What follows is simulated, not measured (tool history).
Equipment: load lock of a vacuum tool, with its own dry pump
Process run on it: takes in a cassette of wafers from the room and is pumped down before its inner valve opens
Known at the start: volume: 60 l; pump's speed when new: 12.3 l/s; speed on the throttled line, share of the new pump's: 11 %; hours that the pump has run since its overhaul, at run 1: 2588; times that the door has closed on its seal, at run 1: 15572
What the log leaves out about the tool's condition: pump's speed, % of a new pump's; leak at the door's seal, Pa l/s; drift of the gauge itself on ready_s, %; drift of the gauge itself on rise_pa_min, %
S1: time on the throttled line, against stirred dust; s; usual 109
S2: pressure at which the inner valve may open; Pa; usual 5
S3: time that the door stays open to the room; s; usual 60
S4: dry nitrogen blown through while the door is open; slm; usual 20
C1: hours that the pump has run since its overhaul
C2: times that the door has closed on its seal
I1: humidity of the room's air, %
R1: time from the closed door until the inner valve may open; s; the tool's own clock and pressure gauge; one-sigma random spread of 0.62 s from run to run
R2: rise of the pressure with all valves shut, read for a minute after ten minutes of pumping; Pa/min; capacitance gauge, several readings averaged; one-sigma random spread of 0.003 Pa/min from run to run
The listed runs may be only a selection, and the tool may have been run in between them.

run	hour	S1	S2	S3	S4	C1	C2	I1	R1	R2
1	0.0	109	5	60	20	2588	15572	47.8	145.8	0.155
2	116.2	109	5	60	20	2704	15853	43.6	146.3	0.162
3	204.4	109	5	60	20	2792	16066	46.5	147.9	0.159
4	299.0	109	8	60	20	2887	16295	43.8	143.4	0.169
5	433.5	109	8	60	20	3021	16620	42.7	143.4	0.171
6	556.3	109	5	178	20	3144	16916	43.4	146.5	0.185
7	654.8	109	5	60	20	3243	17155	47.1	146.4	0.179
8	767.0	98	5	60	20	3355	17426	47.9	136.4	0.181
9	883.7	98	5	60	20	3472	17708	46.9	135.8	0.188
10	1030.4	98	5	60	20	3618	18062	47.0	136.9	0.195
11	1166.0	218	5	54	20	3754	18390	42.9	244.3	0.195
12	1274.6	218	5	54	20	3862	18652	47.6	241.3	0.200
13	1352.0	75	5	60	20	3940	18839	44.6	116.4	0.200
14	1477.7	58	5	91	20	4066	19143	49.0	100.9	0.213
15	1613.0	58	5	91	20	4201	19470	46.3	101.8	0.216
16	1701.4	58	5	91	20	4289	19684	43.1	101.9	0.225
17	1786.8	58	5	91	20	4375	19890	45.4	101.3	0.232
18	1932.4	58	7	91	9	4520	20242	44.5	98.8	0.244
19	2054.2	111	7	91	38	4642	20536	46.3	146.9	0.237

4 ways to go on from here, each from the tool as it stands after run 19. What would each give?
A	2199.7	81	7	25	38	4788	20888	47.9	?	?
B	2199.7	137	7	117	38	4788	20888	51.3	?	?
C	2199.7	83	6	60	20	4788	20888	44.7	?	?
D	2199.7	154	7	91	38	4788	20888	44.3	?	?

run	R1	R2
A	120.7	0.234
B	170.8	0.241
C	123.1	0.242
D	185.5	0.239
Without the tool's hidden state the same runs would have given:
run	R1	R2
A	119.8	0.003
B	170.1	0.010
C	122.2	0.009
D	184.8	0.007
